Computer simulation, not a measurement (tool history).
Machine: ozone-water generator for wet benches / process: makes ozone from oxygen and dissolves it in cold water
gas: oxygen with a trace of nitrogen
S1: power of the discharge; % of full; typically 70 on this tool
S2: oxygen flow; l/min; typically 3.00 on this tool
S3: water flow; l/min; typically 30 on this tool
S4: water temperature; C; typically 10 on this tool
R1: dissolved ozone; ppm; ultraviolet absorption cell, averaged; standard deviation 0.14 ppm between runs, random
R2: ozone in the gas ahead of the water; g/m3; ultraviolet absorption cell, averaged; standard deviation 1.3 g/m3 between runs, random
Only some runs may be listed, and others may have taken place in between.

{"run": 1, "day": 0.0, "S1": 70, "S2": 3.0, "S3": 30, "S4": 10, "R1": 15.0, "R2": 227.5}
{"run": 2, "day": 4.021, "S1": 70, "S2": 3.0, "S3": 30, "S4": 10, "R1": 15.0, "R2": 224.2}
{"run": 3, "day": 6.55, "S1": 70, "S2": 3.0, "S3": 30, "S4": 10, "R1": 15.1, "R2": 224.3}
{"run": 4, "day": 10.875, "S1": 70, "S2": 3.0, "S3": 30, "S4": 10, "R1": 14.9, "R2": 224.7}
{"run": 5, "day": 16.1, "S1": 70, "S2": 3.0, "S3": 30, "S4": 10, "R1": 14.8, "R2": 226.3}
{"run": 6, "day": 20.017, "S1": 70, "S2": 3.0, "S3": 30, "S4": 10, "R1": 14.9, "R2": 223.3}
{"run": 7, "day": 23.5, "S1": 70, "S2": 3.0, "S3": 30, "S4": 10, "R1": 14.8, "R2": 224.2}
{"run": 8, "day": 26.892, "S1": 70, "S2": 3.0, "S3": 30, "S4": 18, "R1": 13.9, "R2": 222.9}
{"run": 9, "day": 29.121, "S1": 70, "S2": 3.0, "S3": 30, "S4": 18, "R1": 13.7, "R2": 224.5}
{"run": 10, "day": 31.304, "S1": 70, "S2": 3.0, "S3": 30, "S4": 10, "R1": 14.8, "R2": 223.0}
{"day": 32.729, "done": "water thermometer calibrated"}
{"run": 11, "day": 33.671, "S1": 79, "S2": 3.0, "S3": 30, "S4": 10, "R1": 15.9, "R2": 243.8}
{"run": 12, "day": 35.946, "S1": 79, "S2": 3.0, "S3": 30, "S4": 10, "R1": 16.1, "R2": 241.9}
{"run": 13, "day": 38.788, "S1": 70, "S2": 3.0, "S3": 23, "S4": 10, "R1": 18.9, "R2": 221.3}
{"run": 14, "day": 43.788, "S1": 70, "S2": 3.0, "S3": 23, "S4": 10, "R1": 18.9, "R2": 222.5}
{"run": 15, "day": 46.117, "S1": 70, "S2": 3.0, "S3": 23, "S4": 10, "R1": 19.1, "R2": 219.9}
{"run": 16, "day": 51.05, "S1": 70, "S2": 3.0, "S3": 30, "S4": 10, "R1": 14.8, "R2": 219.4}
{"run": 17, "day": 54.604, "S1": 70, "S2": 3.0, "S3": 30, "S4": 10, "R1": 14.2, "R2": 220.7}
{"day": 56.362, "done": "water thermometer calibrated, once more"}
{"run": 18, "day": 57.288, "S1": 70, "S2": 2.06, "S3": 44, "S4": 8, "R1": 9.1, "R2": 288.4}
{"run": 19, "day": 62.55, "S1": 70, "S2": 2.33, "S3": 36, "S4": 12, "R1": 11.5, "R2": 258.8}
{"run": 20, "day": 64.783, "S1": 70, "S2": 2.33, "S3": 36, "S4": 12, "R1": 11.5, "R2": 263.4}
{"run": 21, "day": 69.708, "S1": 70, "S2": 2.33, "S3": 20, "S4": 12, "R1": 20.8, "R2": 258.8}
{"run": 22, "day": 71.929, "S1": 70, "S2": 2.33, "S3": 20, "S4": 12, "R1": 20.8, "R2": 260.8}
{"run": 23, "day": 76.117, "S1": 66, "S2": 5.1, "S3": 30, "S4": 5, "R1": 15.1, "R2": 144.4}
{"run": 24, "day": 79.65, "S1": 53, "S2": 3.98, "S3": 30, "S4": 7, "R1": 12.6, "R2": 151.2}
{"run": 25, "day": 84.558, "S1": 57, "S2": 3.75, "S3": 36, "S4": 7, "R1": 11.0, "R2": 162.8}
{"run": 26, "day": 87.383, "S1": 49, "S2": 2.09, "S3": 26, "S4": 7, "R1": 12.8, "R2": 222.9}
{"run": 27, "day": 91.617, "S1": 49, "S2": 1.7, "S3": 26, "S4": 10, "R1": 12.3, "R2": 256.7}
{"run": 28, "day": 96.421, "S1": 70, "S2": 3.0, "S3": 26, "S4": 16, "R1": 15.7, "R2": 215.2}
{"run": 29, "day": 99.883, "S1": 70, "S2": 1.88, "S3": 37, "S4": 10, "R1": 10.6, "R2": 298.0}
{"run": 30, "day": 102.383, "S1": 70, "S2": 1.88, "S3": 37, "S4": 10, "R1": 10.5, "R2": 296.8}
{"run": 31, "day": 107.233, "S1": 97, "S2": 3.85, "S3": 26, "S4": 14, "R1": 19.4, "R2": 222.0}
{"run": 32, "day": 111.225, "S1": 94, "S2": 5.14, "S3": 26, "S4": 14, "R1": 19.0, "R2": 175.0}

Forecast each of these 4 alternatives for the next run:
{"run": "A", "day": 113.892, "S1": 90, "S2": 4.07, "S3": 30, "S4": 8, "R1": "?", "R2": "?"}
{"run": "B", "day": 113.892, "S1": 70, "S2": 1.59, "S3": 30, "S4": 10, "R1": "?", "R2": "?"}
{"run": "C", "day": 113.892, "S1": 48, "S2": 5.14, "S3": 26, "S4": 14, "R1": "?", "R2": "?"}
{"run": "D", "day": 113.892, "S1": 82, "S2": 3.0, "S3": 30, "S4": 12, "R1": "?", "R2": "?"}

run=A R1=17.3 R2=201.7
run=B R1=12.9 R2=334.8
run=C R1=12.7 R2=116.0
run=D R1=15.4 R2=235.4
Had the tool no hidden state, the same runs would have come out as:
run=A R1=19.7 R2=226.6
run=B R1=14.5 R2=370.0
run=C R1=13.9 R2=125.0
run=D R1=17.5 R2=262.7
